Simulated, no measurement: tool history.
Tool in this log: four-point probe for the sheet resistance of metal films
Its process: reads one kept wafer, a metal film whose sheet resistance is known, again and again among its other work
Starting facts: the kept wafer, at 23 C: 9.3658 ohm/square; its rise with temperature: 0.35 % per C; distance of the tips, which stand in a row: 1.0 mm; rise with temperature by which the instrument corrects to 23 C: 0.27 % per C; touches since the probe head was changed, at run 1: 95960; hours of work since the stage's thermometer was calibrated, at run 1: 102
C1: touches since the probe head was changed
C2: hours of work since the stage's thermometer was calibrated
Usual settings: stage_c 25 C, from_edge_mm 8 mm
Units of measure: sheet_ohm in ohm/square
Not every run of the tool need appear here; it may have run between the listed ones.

run 1 hour=0.0 | stage_c=25 from_edge_mm=8 | C1=95960 C2=102 | sheet_ohm=9.402091
run 2 hour=15.2 | stage_c=25 from_edge_mm=8 | C1=96670 C2=110 | sheet_ohm=9.402692
run 3 hour=23.7 | stage_c=25 from_edge_mm=8 | C1=97064 C2=114 | sheet_ohm=9.402439
run 4 hour=39.6 | stage_c=25 from_edge_mm=8 | C1=97806 C2=123 | sheet_ohm=9.402490
run 5 hour=49.0 | stage_c=25 from_edge_mm=8 | C1=98244 C2=128 | sheet_ohm=9.403801
run 6 hour=65.4 | stage_c=25 from_edge_mm=4 | C1=99009 C2=137 | sheet_ohm=9.626515
run 7 hour=72.4 | stage_c=25 from_edge_mm=8 | C1=99336 C2=141 | sheet_ohm=9.403746
run 8 hour=82.4 | stage_c=18 from_edge_mm=8 | C1=99803 C2=146 | sheet_ohm=9.352351
run 9 hour=97.7 | stage_c=30 from_edge_mm=8 | C1=100518 C2=154 | sheet_ohm=9.442992
run 10 hour=108.2 | stage_c=30 from_edge_mm=8 | C1=101004 C2=160 | sheet_ohm=9.439675
run 11 hour=120.2 | stage_c=25 from_edge_mm=8 | C1=101564 C2=166 | sheet_ohm=9.405511
run 12 hour=136.4 | stage_c=25 from_edge_mm=8 | C1=102323 C2=175 | sheet_ohm=9.403460
run 13 hour=149.8 | stage_c=25 from_edge_mm=8 | C1=102946 C2=182 | sheet_ohm=9.402246
run 14 hour=161.3 | stage_c=25 from_edge_mm=8 | C1=103484 C2=188 | sheet_ohm=9.403191
run 15 hour=177.3 | stage_c=25 from_edge_mm=8 | C1=104229 C2=197 | sheet_ohm=9.403370
run 16 hour=191.4 | stage_c=25 from_edge_mm=8 | C1=104888 C2=204 | sheet_ohm=9.406108
run 17 hour=203.6 | stage_c=35 from_edge_mm=8 | C1=105458 C2=211 | sheet_ohm=9.473731
run 18 hour=213.3 | stage_c=25 from_edge_mm=3 | C1=105908 C2=216 | sheet_ohm=9.850317
run 19 hour=221.1 | stage_c=25 from_edge_mm=13 | C1=106273 C2=220 | sheet_ohm=9.354272
run 20 hour=233.6 | stage_c=25 from_edge_mm=13 | C1=106856 C2=227 | sheet_ohm=9.356926
run 21 hour=246.9 | stage_c=25 from_edge_mm=13 | C1=107476 C2=234 | sheet_ohm=9.358131
run 22 hour=263.5 | stage_c=25 from_edge_mm=13 | C1=108248 C2=243 | sheet_ohm=9.355765
run 23 hour=276.7 | stage_c=28 from_edge_mm=8 | C1=108864 C2=250 | sheet_ohm=9.428510
run 24 hour=289.1 | stage_c=32 from_edge_mm=17 | C1=109444 C2=257 | sheet_ohm=9.394917
run 25 hour=296.3 | stage_c=25 from_edge_mm=12 | C1=109778 C2=261 | sheet_ohm=9.364033
run 26 hour=310.1 | stage_c=25 from_edge_mm=12 | C1=110426 C2=268 | sheet_ohm=9.363872
run 27 hour=320.7 | stage_c=25 from_edge_mm=10 | C1=110918 C2=274 | sheet_ohm=9.379804
run 28 hour=330.9 | stage_c=25 from_edge_mm=10 | C1=111394 C2=279 | sheet_ohm=9.380074
-- hour=332.7 stage's thermometer calibrated
run 29 hour=341.0 | stage_c=25 from_edge_mm=10 | C1=111842 C2=4 | sheet_ohm=9.377646
run 30 hour=355.2 | stage_c=22 from_edge_mm=6 | C1=112503 C2=12 | sheet_ohm=9.448142
-- hour=368.9 stage's thermometer calibrated, once more
run 31 hour=370.9 | stage_c=19 from_edge_mm=49 | C1=113212 C2=1 | sheet_ohm=9.288516
run 32 hour=382.8 | stage_c=19 from_edge_mm=49 | C1=113770 C2=7 | sheet_ohm=9.285119
run 33 hour=392.5 | stage_c=25 from_edge_mm=21 | C1=114222 C2=13 | sheet_ohm=9.340037
run 34 hour=402.2 | stage_c=25 from_edge_mm=21 | C1=114672 C2=18 | sheet_ohm=9.341919
run 35 hour=409.1 | stage_c=25 from_edge_mm=21 | C1=114996 C2=22 | sheet_ohm=9.339523
run 36 hour=420.9 | stage_c=25 from_edge_mm=21 | C1=115546 C2=28 | sheet_ohm=9.335013
run 37 hour=431.5 | stage_c=25 from_edge_mm=10 | C1=116042 C2=34 | sheet_ohm=9.377234
run 38 hour=439.6 | stage_c=29 from_edge_mm=3 | C1=116418 C2=38 | sheet_ohm=9.883909
run 39 hour=452.9 | stage_c=29 from_edge_mm=3 | C1=117037 C2=45 | sheet_ohm=9.884308
run 40 hour=464.0 | stage_c=24 from_edge_mm=12 | C1=117557 C2=51 | sheet_ohm=9.358041
run 41 hour=471.8 | stage_c=24 from_edge_mm=12 | C1=117921 C2=55 | sheet_ohm=9.360639
run 42 hour=481.0 | stage_c=26 from_edge_mm=12 | C1=118347 C2=60 | sheet_ohm=9.370388
run 43 hour=492.3 | stage_c=20 from_edge_mm=5 | C1=118874 C2=66 | sheet_ohm=9.491334
run 44 hour=504.4 | stage_c=20 from_edge_mm=5 | C1=119440 C2=73 | sheet_ohm=9.488691
run 45 hour=513.6 | stage_c=24 from_edge_mm=39 | C1=119870 C2=78 | sheet_ohm=9.321641

Below, some changes in sheet_ohm between adjacent runs. For each, the amount present without the hidden state too (settings, incoming material, random variation) and the amount remaining for the hidden state with gauge scatter not shared by both compared results:
Hidden state at play: inner tips' distance over the nominal, %; tips' flats over new ones', %; wafer's true temperature over the reading, C; drift of the gauge itself on sheet_ohm, %.
Run 18 -> 19: from_edge_mm 3 -> 13. sheet_ohm -0.496045 ohm/square: hidden state +0.002727, all else -0.498772.
Run 37 -> 38: stage_c 25 -> 29, from_edge_mm 10 -> 3. sheet_ohm +0.506675 ohm/square: hidden state -0.002448, all else +0.509123.
Run 39 -> 40: stage_c 29 -> 24, from_edge_mm 3 -> 12. sheet_ohm -0.526267 ohm/square: hidden state +0.002864, all else -0.529131.

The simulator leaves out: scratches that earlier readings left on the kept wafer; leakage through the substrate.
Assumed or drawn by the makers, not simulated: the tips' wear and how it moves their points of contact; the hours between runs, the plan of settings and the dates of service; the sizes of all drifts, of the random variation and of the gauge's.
